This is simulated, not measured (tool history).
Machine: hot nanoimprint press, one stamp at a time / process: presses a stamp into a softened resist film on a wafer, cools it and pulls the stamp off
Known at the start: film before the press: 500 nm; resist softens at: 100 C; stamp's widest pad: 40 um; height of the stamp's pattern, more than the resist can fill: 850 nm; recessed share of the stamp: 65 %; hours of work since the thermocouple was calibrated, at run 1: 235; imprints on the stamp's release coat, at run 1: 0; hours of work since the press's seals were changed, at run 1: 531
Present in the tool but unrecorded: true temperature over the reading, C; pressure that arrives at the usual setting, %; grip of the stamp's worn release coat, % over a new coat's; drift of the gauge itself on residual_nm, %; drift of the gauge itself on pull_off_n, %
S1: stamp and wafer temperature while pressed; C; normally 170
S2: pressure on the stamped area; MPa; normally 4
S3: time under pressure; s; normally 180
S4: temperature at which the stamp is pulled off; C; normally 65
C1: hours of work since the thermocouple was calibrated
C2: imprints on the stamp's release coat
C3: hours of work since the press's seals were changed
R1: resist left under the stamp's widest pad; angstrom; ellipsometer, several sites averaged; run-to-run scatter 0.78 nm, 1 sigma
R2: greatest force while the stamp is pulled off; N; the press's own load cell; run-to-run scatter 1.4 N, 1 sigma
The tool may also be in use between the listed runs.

run    hour   S1    S2   S3  S4   C1   C2   C3    R1   R2
  1       0  170     4  180  65  235    0  531  2089  206
         26  -- press's hydraulic seals changed and the load cell set to zero
  2    58.6  170     4  180  65  269  242   22  2090  206
  3     101  170     4  180  65  297  446   50  2080  206
  4   154.2  170     4  180  65  333  701   86  2105  209
  5   198.5  170     4  180  65  362  913  115  2096  207
      214.5  -- stamp cleaned and given a new release coat
  6     257  170     4  180  65  397  204  150  2105  207
  7   306.4  170     4  180  65  430  441  183  2099  207
      350.2  -- plate thermocouple calibrated
  8   356.3  170     4  180  65    4  666  215  2110  207
  9   386.5  170     4  180  65   24  810  235  2114  205
      423.6  -- stamp cleaned and given a new release coat
 10   433.8  170     4  180  65   52   49  262  2104  208
 11   472.4  170     4  180  65   78  234  288  2116  207
 12   501.1  170     4  180  65   97  372  307  2106  207
 13     547  170     4  180  65  128  592  338  2102  206
 14   591.3  170     4  180  65  157  805  368  2104  207
 15   620.3  170     4  180  65  176  943  387  2111  208
      632.1  -- stamp cleaned and given a new release coat
 16   656.5  160     4  330  56  197  117  407  2900  261
 17   708.7  174     4  228  65  232  367  442  1541  204
 18   736.9  163  2.55  303  62  250  503  461  3025  227
      787.8  -- gauge calibrated
 19     795  170  3.65  180  65  289  781  500  2180  208
      837.5  -- stamp cleaned and given a new release coat
 20   851.2  170  2.92  339  65  323   66  533  1864  207
      871.5  -- press's hydraulic seals changed and the load cell set to zero
 21   912.3  162  3.57  180  67  358  320   27  3256  195
 22     946  175     4  180  65  381  482   50  1593  206
 23  1005.2  179  4.78  109  65  420  766   89  1479  208

Run 24 comes next. What will it give?
     1050.4  -- stamp cleaned and given a new release coat
     1071.9  -- plate thermocouple calibrated
 24  1072.4  170   4  180  57   0  91  128   ?   ?

R1: 2110 angstrom
R2: 258 N
Minus the tool's unlogged condition, the same run would have read R1 2094 angstrom, R2 258 N.
